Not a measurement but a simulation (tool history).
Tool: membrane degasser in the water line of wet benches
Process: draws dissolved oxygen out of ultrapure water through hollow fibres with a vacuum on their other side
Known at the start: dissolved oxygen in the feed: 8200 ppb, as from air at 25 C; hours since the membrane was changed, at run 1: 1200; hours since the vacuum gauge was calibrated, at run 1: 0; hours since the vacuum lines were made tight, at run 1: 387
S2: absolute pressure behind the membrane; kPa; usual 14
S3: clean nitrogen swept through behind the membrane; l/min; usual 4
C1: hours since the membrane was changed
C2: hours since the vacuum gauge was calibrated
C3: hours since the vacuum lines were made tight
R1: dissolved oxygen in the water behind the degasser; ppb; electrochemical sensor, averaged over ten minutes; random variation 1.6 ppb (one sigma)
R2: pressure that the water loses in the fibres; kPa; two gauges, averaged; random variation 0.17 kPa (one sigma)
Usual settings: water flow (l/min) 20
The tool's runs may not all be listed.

{"run": 1, "hour": 0.0, "water flow (l/min)": 20, "S2": 14, "S3": 4, "C1": 1200, "C2": 0, "C3": 387, "R1": 153.8, "R2": 26.76}
{"run": 2, "hour": 31.9, "water flow (l/min)": 20, "S2": 14, "S3": 4, "C1": 1232, "C2": 32, "C3": 419, "R1": 155.2, "R2": 26.92}
{"run": 3, "hour": 61.8, "water flow (l/min)": 20, "S2": 14, "S3": 4, "C1": 1262, "C2": 62, "C3": 449, "R1": 151.8, "R2": 26.72}
{"run": 4, "hour": 105.8, "water flow (l/min)": 29, "S2": 14, "S3": 4, "C1": 1306, "C2": 106, "C3": 493, "R1": 240.2, "R2": 39.22}
{"run": 5, "hour": 149.3, "water flow (l/min)": 29, "S2": 14, "S3": 5.53, "C1": 1350, "C2": 149, "C3": 537, "R1": 191.7, "R2": 39}
{"run": 6, "hour": 184.4, "water flow (l/min)": 29, "S2": 14, "S3": 5.53, "C1": 1385, "C2": 184, "C3": 572, "R1": 191.1, "R2": 39.17}
{"run": 7, "hour": 209.5, "water flow (l/min)": 29, "S2": 14, "S3": 5.53, "C1": 1410, "C2": 210, "C3": 597, "R1": 197.2, "R2": 39.12}
{"run": 8, "hour": 259.4, "water flow (l/min)": 29, "S2": 14, "S3": 5.53, "C1": 1460, "C2": 259, "C3": 647, "R1": 191.7, "R2": 39.01}
{"run": 9, "hour": 295.4, "water flow (l/min)": 20, "S2": 14, "S3": 4, "C1": 1496, "C2": 295, "C3": 683, "R1": 151.5, "R2": 26.96}
{"run": 10, "hour": 339.6, "water flow (l/min)": 20, "S2": 14, "S3": 4, "C1": 1540, "C2": 340, "C3": 727, "R1": 155.1, "R2": 26.7}
{"run": 11, "hour": 385.2, "water flow (l/min)": 20, "S2": 14, "S3": 5.52, "C1": 1585, "C2": 385, "C3": 773, "R1": 118.1, "R2": 27.25}
{"run": 12, "hour": 418.2, "water flow (l/min)": 20, "S2": 14, "S3": 5.52, "C1": 1618, "C2": 418, "C3": 806, "R1": 120.8, "R2": 26.85}
{"run": 13, "hour": 450.1, "water flow (l/min)": 20, "S2": 14, "S3": 5.52, "C1": 1650, "C2": 450, "C3": 838, "R1": 118.5, "R2": 26.85}
{"run": 14, "hour": 499.5, "water flow (l/min)": 15, "S2": 14, "S3": 8.61, "C1": 1700, "C2": 500, "C3": 887, "R1": 58.4, "R2": 20.22}
{"run": 15, "hour": 527.5, "water flow (l/min)": 21, "S2": 18.9, "S3": 8.61, "C1": 1728, "C2": 527, "C3": 915, "R1": 123.5, "R2": 28.24}
{"run": 16, "hour": 577.6, "water flow (l/min)": 21, "S2": 18.9, "S3": 8.61, "C1": 1778, "C2": 578, "C3": 965, "R1": 124.2, "R2": 28.28}
{"run": 17, "hour": 599.1, "water flow (l/min)": 21, "S2": 10.3, "S3": 2.71, "C1": 1799, "C2": 599, "C3": 986, "R1": 156.9, "R2": 28.33}
{"run": 18, "hour": 628.6, "water flow (l/min)": 21, "S2": 20.2, "S3": 2.71, "C1": 1829, "C2": 629, "C3": 1016, "R1": 336.4, "R2": 28.23}
{"run": 19, "hour": 660.6, "water flow (l/min)": 25, "S2": 31.9, "S3": 6.4, "C1": 1861, "C2": 661, "C3": 1048, "R1": 308.4, "R2": 33.71}
{"run": 20, "hour": 690.9, "water flow (l/min)": 29, "S2": 31.9, "S3": 2.19, "C1": 1891, "C2": 691, "C3": 1078, "R1": 845.9, "R2": 39.25}
{"run": 21, "hour": 713.3, "water flow (l/min)": 29, "S2": 31.9, "S3": 2.19, "C1": 1914, "C2": 713, "C3": 1101, "R1": 841.1, "R2": 38.98}

Forecast each of these 3 alternatives for the next run:
{"run": "A", "hour": 737.5, "water flow (l/min)": 20, "S2": 14, "S3": 4.68, "C1": 1938, "C2": 737, "C3": 1125, "R1": "?", "R2": "?"}
{"run": "B", "hour": 737.5, "water flow (l/min)": 16, "S2": 28.3, "S3": 10.76, "C1": 1938, "C2": 737, "C3": 1125, "R1": "?", "R2": "?"}
{"run": "C", "hour": 737.5, "water flow (l/min)": 29, "S2": 31.9, "S3": 5.11, "C1": 1938, "C2": 737, "C3": 1125, "R1": "?", "R2": "?"}

run=A R1=135.3 R2=26.93
run=B R1=106.6 R2=21.99
run=C R1=427.2 R2=39.19
Without the tool's hidden state the same runs would have given:
run=A R1=133.9 R2=26.72
run=B R1=105.6 R2=21.82
run=C R1=424.5 R2=38.87

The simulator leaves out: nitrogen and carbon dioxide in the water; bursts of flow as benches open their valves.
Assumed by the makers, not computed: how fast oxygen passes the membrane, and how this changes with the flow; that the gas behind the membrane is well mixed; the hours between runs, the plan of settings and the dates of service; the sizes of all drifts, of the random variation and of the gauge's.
